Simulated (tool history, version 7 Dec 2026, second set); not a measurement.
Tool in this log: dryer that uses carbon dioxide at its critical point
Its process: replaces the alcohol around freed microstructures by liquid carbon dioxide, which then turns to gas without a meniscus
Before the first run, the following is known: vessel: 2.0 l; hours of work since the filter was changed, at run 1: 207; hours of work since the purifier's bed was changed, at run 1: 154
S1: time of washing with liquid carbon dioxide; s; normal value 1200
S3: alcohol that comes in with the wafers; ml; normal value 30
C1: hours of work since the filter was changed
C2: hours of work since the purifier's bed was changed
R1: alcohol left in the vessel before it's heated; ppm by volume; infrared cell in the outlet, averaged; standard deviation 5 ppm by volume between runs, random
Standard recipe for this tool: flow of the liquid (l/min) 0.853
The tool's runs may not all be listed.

{"run": 1, "hour": 0.0, "S1": 1200, "flow of the liquid (l/min)": 0.853, "S3": 30, "C1": 207, "C2": 154, "R1": 72}
{"run": 2, "hour": 10.0, "S1": 1200, "flow of the liquid (l/min)": 0.853, "S3": 30, "C1": 210, "C2": 157, "R1": 83}
{"run": 3, "hour": 19.3, "S1": 1200, "flow of the liquid (l/min)": 0.853, "S3": 30, "C1": 213, "C2": 160, "R1": 74}
{"run": 4, "hour": 27.3, "S1": 1200, "flow of the liquid (l/min)": 0.853, "S3": 30, "C1": 216, "C2": 163, "R1": 83}
{"run": 5, "hour": 34.9, "S1": 1200, "flow of the liquid (l/min)": 0.853, "S3": 30, "C1": 219, "C2": 166, "R1": 74}
{"run": 6, "hour": 41.5, "S1": 1200, "flow of the liquid (l/min)": 0.853, "S3": 30, "C1": 221, "C2": 168, "R1": 81}
{"run": 7, "hour": 48.3, "S1": 1200, "flow of the liquid (l/min)": 0.853, "S3": 103, "C1": 223, "C2": 170, "R1": 130}
{"run": 8, "hour": 56.4, "S1": 1200, "flow of the liquid (l/min)": 0.853, "S3": 103, "C1": 226, "C2": 173, "R1": 145}
{"run": 9, "hour": 65.9, "S1": 1200, "flow of the liquid (l/min)": 0.853, "S3": 30, "C1": 230, "C2": 176, "R1": 93}
{"run": 10, "hour": 75.3, "S1": 1200, "flow of the liquid (l/min)": 0.772, "S3": 30, "C1": 233, "C2": 179, "R1": 102}
{"run": 11, "hour": 80.5, "S1": 1200, "flow of the liquid (l/min)": 1.089, "S3": 114, "C1": 235, "C2": 181, "R1": 82}
{"run": 12, "hour": 89.0, "S1": 1200, "flow of the liquid (l/min)": 1.089, "S3": 114, "C1": 238, "C2": 184, "R1": 83}
{"run": 13, "hour": 97.7, "S1": 1080, "flow of the liquid (l/min)": 0.763, "S3": 31, "C1": 241, "C2": 187, "R1": 149}
{"run": 14, "hour": 106.0, "S1": 1260, "flow of the liquid (l/min)": 0.763, "S3": 31, "C1": 243, "C2": 190, "R1": 95}
{"run": 15, "hour": 112.8, "S1": 1680, "flow of the liquid (l/min)": 0.853, "S3": 44, "C1": 246, "C2": 192, "R1": 72}
{"run": 16, "hour": 119.6, "S1": 840, "flow of the liquid (l/min)": 0.853, "S3": 41, "C1": 248, "C2": 195, "R1": 301}
{"run": 17, "hour": 124.8, "S1": 1320, "flow of the liquid (l/min)": 0.853, "S3": 25, "C1": 250, "C2": 197, "R1": 79}
{"run": 18, "hour": 133.0, "S1": 1740, "flow of the liquid (l/min)": 0.853, "S3": 31, "C1": 253, "C2": 199, "R1": 65}
{"run": 19, "hour": 143.6, "S1": 1740, "flow of the liquid (l/min)": 0.853, "S3": 31, "C1": 256, "C2": 203, "R1": 70}
{"run": 20, "hour": 151.1, "S1": 1740, "flow of the liquid (l/min)": 0.853, "S3": 34, "C1": 259, "C2": 206, "R1": 70}

What if the next run were any one of these 3? Each begins from the tool's condition after run 20:
{"run": "A", "hour": 160.9, "S1": 780, "flow of the liquid (l/min)": 0.853, "S3": 28, "C1": 262, "C2": 209, "R1": "?"}
{"run": "B", "hour": 160.9, "S1": 1740, "flow of the liquid (l/min)": 0.853, "S3": 26, "C1": 262, "C2": 209, "R1": "?"}
{"run": "C", "hour": 160.9, "S1": 1200, "flow of the liquid (l/min)": 0.664, "S3": 30, "C1": 262, "C2": 209, "R1": "?"}

run=A R1=294
run=B R1=70
run=C R1=173
The same runs, with their run-to-run variation unchanged, on a tool lacking any hidden condition would have given:
run=A R1=148
run=B R1=1
run=C R1=65

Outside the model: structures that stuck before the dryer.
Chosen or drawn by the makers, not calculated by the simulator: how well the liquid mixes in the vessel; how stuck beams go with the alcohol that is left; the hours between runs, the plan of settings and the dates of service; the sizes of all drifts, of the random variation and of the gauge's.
